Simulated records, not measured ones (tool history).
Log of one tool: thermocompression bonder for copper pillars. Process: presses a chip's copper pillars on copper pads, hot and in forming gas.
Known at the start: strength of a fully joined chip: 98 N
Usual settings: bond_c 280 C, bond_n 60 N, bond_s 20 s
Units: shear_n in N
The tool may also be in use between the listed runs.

{"run": 1, "hour": 0.0, "bond_c": 280, "bond_n": 60, "bond_s": 20, "shear_n": 49.4}
{"run": 2, "hour": 31.9, "bond_c": 280, "bond_n": 60, "bond_s": 26, "shear_n": 52.2}
{"run": 3, "hour": 90.0, "bond_c": 280, "bond_n": 60, "bond_s": 20, "shear_n": 47.1}
{"run": 4, "hour": 144.6, "bond_c": 280, "bond_n": 60, "bond_s": 20, "shear_n": 48.5}
{"run": 5, "hour": 194.0, "bond_c": 280, "bond_n": 84, "bond_s": 20, "shear_n": 65.3}
{"run": 6, "hour": 226.4, "bond_c": 274, "bond_n": 60, "bond_s": 20, "shear_n": 44.9}
{"run": 7, "hour": 264.9, "bond_c": 280, "bond_n": 60, "bond_s": 20, "shear_n": 48.9}
{"run": 8, "hour": 305.8, "bond_c": 280, "bond_n": 60, "bond_s": 20, "shear_n": 48}
{"run": 9, "hour": 331.2, "bond_c": 280, "bond_n": 64, "bond_s": 20, "shear_n": 49.2}
{"run": 10, "hour": 365.8, "bond_c": 280, "bond_n": 64, "bond_s": 20, "shear_n": 50.8}
{"run": 11, "hour": 421.0, "bond_c": 280, "bond_n": 64, "bond_s": 20, "shear_n": 49.1}
{"run": 12, "hour": 460.8, "bond_c": 280, "bond_n": 64, "bond_s": 20, "shear_n": 50.1}
{"hour": 501.7, "done": "heater calibrated with a thermocouple chip"}
{"run": 13, "hour": 508.8, "bond_c": 280, "bond_n": 60, "bond_s": 57, "shear_n": 60.4}
{"run": 14, "hour": 545.1, "bond_c": 280, "bond_n": 60, "bond_s": 57, "shear_n": 61}
{"run": 15, "hour": 574.0, "bond_c": 280, "bond_n": 60, "bond_s": 57, "shear_n": 60.5}
{"run": 16, "hour": 615.3, "bond_c": 271, "bond_n": 52, "bond_s": 29, "shear_n": 36.6}
{"run": 17, "hour": 644.5, "bond_c": 280, "bond_n": 60, "bond_s": 17, "shear_n": 40.7}
{"run": 18, "hour": 685.1, "bond_c": 280, "bond_n": 60, "bond_s": 17, "shear_n": 40}
{"run": 19, "hour": 744.2, "bond_c": 274, "bond_n": 60, "bond_s": 17, "shear_n": 36.7}
{"hour": 760.5, "done": "forming gas filter changed"}
{"run": 20, "hour": 791.8, "bond_c": 274, "bond_n": 60, "bond_s": 17, "shear_n": 40.3}
{"run": 21, "hour": 829.3, "bond_c": 274, "bond_n": 60, "bond_s": 17, "shear_n": 41.7}
{"run": 22, "hour": 888.0, "bond_c": 260, "bond_n": 39, "bond_s": 42, "shear_n": 28.6}
{"run": 23, "hour": 937.6, "bond_c": 281, "bond_n": 60, "bond_s": 18, "shear_n": 46.2}
{"run": 24, "hour": 988.8, "bond_c": 299, "bond_n": 57, "bond_s": 18, "shear_n": 54.7}
{"run": 25, "hour": 1032.0, "bond_c": 299, "bond_n": 57, "bond_s": 18, "shear_n": 53.8}
{"run": 26, "hour": 1087.7, "bond_c": 282, "bond_n": 86, "bond_s": 40, "shear_n": 76.9}
{"run": 27, "hour": 1134.8, "bond_c": 282, "bond_n": 86, "bond_s": 40, "shear_n": 75.4}
{"run": 28, "hour": 1183.3, "bond_c": 263, "bond_n": 80, "bond_s": 51, "shear_n": 64.5}

Forecast each of these 3 alternatives for the next run:
{"run": "A", "hour": 1240.0, "bond_c": 263, "bond_n": 56, "bond_s": 24, "shear_n": "?"}
{"run": "B", "hour": 1240.0, "bond_c": 295, "bond_n": 81, "bond_s": 12, "shear_n": "?"}
{"run": "C", "hour": 1240.0, "bond_c": 296, "bond_n": 80, "bond_s": 12, "shear_n": "?"}

run=A shear_n=34.7
run=B shear_n=63
run=C shear_n=63.3
Without the tool's hidden state the same runs would have given:
run=A shear_n=37.9
run=B shear_n=68.2
run=C shear_n=68.5

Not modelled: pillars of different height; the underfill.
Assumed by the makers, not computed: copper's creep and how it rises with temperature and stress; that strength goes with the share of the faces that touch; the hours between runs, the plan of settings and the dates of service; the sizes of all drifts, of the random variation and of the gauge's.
